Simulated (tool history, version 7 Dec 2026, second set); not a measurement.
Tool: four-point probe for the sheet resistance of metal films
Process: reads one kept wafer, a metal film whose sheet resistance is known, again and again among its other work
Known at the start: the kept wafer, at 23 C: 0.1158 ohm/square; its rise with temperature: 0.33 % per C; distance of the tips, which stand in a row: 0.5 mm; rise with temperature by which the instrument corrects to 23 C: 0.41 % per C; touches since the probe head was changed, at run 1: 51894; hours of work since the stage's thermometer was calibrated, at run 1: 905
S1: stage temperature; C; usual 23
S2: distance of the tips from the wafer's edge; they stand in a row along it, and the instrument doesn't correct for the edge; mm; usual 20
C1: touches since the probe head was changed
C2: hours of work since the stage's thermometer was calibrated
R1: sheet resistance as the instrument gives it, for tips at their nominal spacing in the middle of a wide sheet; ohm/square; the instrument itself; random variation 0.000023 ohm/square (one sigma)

run,hour,S1,S2,C1,C2,R1
1,0.0,23,20,51894,905,0.116014
2,55.6,22,20,55014,944,0.116117
3,127.9,20,20,59072,994,0.116319
4,238.6,20,20,65293,1070,0.116410
5,325.4,20,20,70163,1130,0.116512
6,418.5,26,20,75388,1194,0.115976
7,500.4,23,20,79988,1251,0.116314
8,551.8,23,20,82873,1286,0.116336
# hour 558.5: stage's thermometer calibrated
9,615.1,23,20,86400,39,0.116302
10,692.7,23,4,90755,93,0.117321
11,743.4,23,49,93603,128,0.116405
# hour 821.1: new probe head fitted
12,822.6,23,49,82,182,0.115467
13,909.2,23,17,4944,241,0.115534
14,1019.5,23,17,11135,317,0.115646
# hour 1029.2: stage's thermometer calibrated, once more
15,1073.4,34,74,14137,31,0.114892
16,1168.2,34,74,19458,96,0.115000
17,1243.0,34,6,23660,148,0.115475
18,1345.9,20,69,29436,219,0.116324
19,1423.7,20,69,33805,272,0.116322
20,1491.6,32,3,37613,319,0.117032

Some steps in R1 between neighbouring runs. How much of each would the tool show without its hidden state too (settings, what came in, random variation), and how much is left for the hidden state, with any gauge scatter that isn't in both results?
The hidden state here: inner tips' distance over the nominal, %; tips' flats over new ones', %; wafer's true temperature over the reading, C; drift of the gauge itself on sheet_ohm, %.
Run 9 -> 10: S2 20 -> 4. R1 +0.001019 ohm/square: hidden state +0.000056, all else +0.000963.
Run 11 -> 12: new probe head fitted. R1 -0.000938 ohm/square: hidden state -0.000914, all else -0.000024.
Run 14 -> 15: S1 23 -> 34, S2 17 -> 74, stage's thermometer calibrated, once more. R1 -0.000754 ohm/square: hidden state +0.000273, all else -0.001027.
